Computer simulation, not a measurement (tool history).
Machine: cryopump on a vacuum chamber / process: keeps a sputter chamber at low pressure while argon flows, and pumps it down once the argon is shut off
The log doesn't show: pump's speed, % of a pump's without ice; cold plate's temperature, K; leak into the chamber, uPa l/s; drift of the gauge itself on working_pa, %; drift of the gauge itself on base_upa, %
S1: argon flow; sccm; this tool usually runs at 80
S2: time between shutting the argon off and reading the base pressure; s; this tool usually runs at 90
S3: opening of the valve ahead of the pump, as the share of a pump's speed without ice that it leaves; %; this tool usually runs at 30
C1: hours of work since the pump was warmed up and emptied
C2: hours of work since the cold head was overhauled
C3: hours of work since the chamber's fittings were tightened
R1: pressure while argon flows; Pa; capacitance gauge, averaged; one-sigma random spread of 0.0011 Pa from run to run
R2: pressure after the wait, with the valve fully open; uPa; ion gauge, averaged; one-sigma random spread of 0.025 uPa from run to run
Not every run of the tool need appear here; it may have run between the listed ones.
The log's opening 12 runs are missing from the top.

run,day,S1,S2,S3,C1,C2,C3,R1,R2
13,34.871,80,90,30,221,2689,1427,0.2398,1.88
14,36.608,109,90,30,251,2720,1458,0.3309,1.97
15,40.633,109,90,30,322,2790,1528,0.3322,2.04
16,42.471,43,90,30,354,2822,1560,0.1323,2.02
# day 44.554: pump warmed up, emptied and cooled again
17,45.246,43,90,30,12,2867,1605,0.1275,1.9
18,48.929,91,44,25,76,2931,1669,0.319,2.73
19,51.938,119,41,42,129,2983,1721,0.2559,2.98
20,54.154,80,162,26,167,3022,1760,0.275,1.68
21,56.167,80,35,31,203,3057,1795,0.2333,3.44
22,59.321,101,29,30,258,3112,1850,0.3069,3.86
23,62.217,101,29,30,308,3163,1901,0.3093,3.91
24,64.15,101,29,30,342,3196,1934,0.3107,3.96
# day 66.792: pump warmed up, emptied and cooled again
25,68.025,101,29,30,22,3260,1998,0.2956,3.83

Estimate the outcome of run 26 from the log above:
26,71.342,88,29,30,79,3318,2056,?,?

{"run 26": {"R1": 0.2596, "R2": 3.9}}
With the hidden condition absent and the run-to-run variation left alone, this run would have shown R1 0.2547 Pa, R2 2.69 uPa.
